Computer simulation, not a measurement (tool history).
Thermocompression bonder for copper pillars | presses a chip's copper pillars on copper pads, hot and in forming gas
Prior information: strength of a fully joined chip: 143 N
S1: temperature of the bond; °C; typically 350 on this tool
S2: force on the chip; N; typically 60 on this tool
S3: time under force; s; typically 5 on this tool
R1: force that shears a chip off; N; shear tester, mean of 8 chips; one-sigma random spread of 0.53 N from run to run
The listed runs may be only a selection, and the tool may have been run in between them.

{"run": 1, "hour": 0.0, "S1": 350, "S2": 60, "S3": 5, "R1": 82.6}
{"run": 2, "hour": 23.7, "S1": 350, "S2": 60, "S3": 5, "R1": 82.5}
{"run": 3, "hour": 50.6, "S1": 350, "S2": 60, "S3": 5, "R1": 82.1}
{"run": 4, "hour": 73.6, "S1": 350, "S2": 60, "S3": 5, "R1": 82.5}
{"run": 5, "hour": 94.8, "S1": 350, "S2": 60, "S3": 5, "R1": 81.4}
{"run": 6, "hour": 117.2, "S1": 368, "S2": 60, "S3": 5, "R1": 95.8}
{"run": 7, "hour": 147.0, "S1": 368, "S2": 60, "S3": 5, "R1": 93.8}
{"run": 8, "hour": 160.5, "S1": 368, "S2": 60, "S3": 5, "R1": 93.4}
{"run": 9, "hour": 177.9, "S1": 368, "S2": 60, "S3": 5, "R1": 93.3}
{"run": 10, "hour": 197.2, "S1": 368, "S2": 60, "S3": 5, "R1": 93.5}
{"run": 11, "hour": 220.1, "S1": 368, "S2": 60, "S3": 5, "R1": 93.8}
{"run": 12, "hour": 241.6, "S1": 368, "S2": 60, "S3": 5, "R1": 93.2}
{"run": 13, "hour": 268.6, "S1": 379, "S2": 60, "S3": 5, "R1": 99.9}
{"run": 14, "hour": 298.7, "S1": 362, "S2": 72, "S3": 10, "R1": 114.7}
{"hour": 312.4, "done": "forming gas filter changed"}
{"run": 15, "hour": 329.2, "S1": 350, "S2": 51, "S3": 5, "R1": 74.8}

Estimate the outcome of run 16 from the log above:
{"run": 16, "hour": 355.2, "S1": 379, "S2": 49, "S3": 10, "R1": "?"}

{"run 16": {"R1": 111.3}}
Minus the tool's unlogged condition, the same run would have read R1 105.9 N.
